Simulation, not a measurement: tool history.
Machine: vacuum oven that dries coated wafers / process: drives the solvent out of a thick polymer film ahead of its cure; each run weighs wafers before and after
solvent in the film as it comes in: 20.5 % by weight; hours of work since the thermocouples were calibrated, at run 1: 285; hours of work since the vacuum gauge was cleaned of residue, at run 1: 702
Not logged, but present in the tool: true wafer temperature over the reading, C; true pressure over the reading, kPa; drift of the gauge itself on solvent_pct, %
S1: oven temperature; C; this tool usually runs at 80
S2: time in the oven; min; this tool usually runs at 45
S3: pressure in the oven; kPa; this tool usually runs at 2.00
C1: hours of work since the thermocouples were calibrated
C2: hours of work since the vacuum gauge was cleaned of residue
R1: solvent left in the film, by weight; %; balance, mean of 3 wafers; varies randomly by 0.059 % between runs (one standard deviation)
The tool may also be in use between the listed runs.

run 1 day=0.000 | S1=80 S2=45 S3=2.00 | C1=285 C2=702 | R1=3.36
run 2 day=2.142 | S1=89 S2=45 S3=2.00 | C1=321 C2=738 | R1=1.66
run 3 day=5.508 | S1=89 S2=45 S3=2.00 | C1=377 C2=794 | R1=1.49
run 4 day=8.042 | S1=73 S2=45 S3=2.00 | C1=419 C2=837 | R1=6.05
run 5 day=10.017 | S1=80 S2=45 S3=2.00 | C1=453 C2=870 | R1=3.55
run 6 day=11.954 | S1=80 S2=45 S3=2.00 | C1=485 C2=902 | R1=3.54
run 7 day=14.525 | S1=94 S2=61 S3=3.33 | C1=528 C2=945 | R1=1.76
run 8 day=17.521 | S1=94 S2=61 S3=3.33 | C1=579 C2=996 | R1=1.77
run 9 day=20.771 | S1=77 S2=58 S3=2.71 | C1=633 C2=1050 | R1=4.20
run 10 day=22.783 | S1=80 S2=54 S3=4.55 | C1=667 C2=1084 | R1=5.17

Subtracting, for every run, the result it would have given without the tool's unlogged condition from the measured result gives the following. The same run-to-run variation enters both numbers; the gauge's scatter may not:
run=1 R1=+0.19
run=2 R1=+0.12
run=3 R1=+0.14
run=4 R1=+0.38
run=5 R1=+0.31
run=6 R1=+0.33
run=7 R1=+0.13
run=8 R1=+0.14
run=9 R1=+0.45
run=10 R1=+0.47
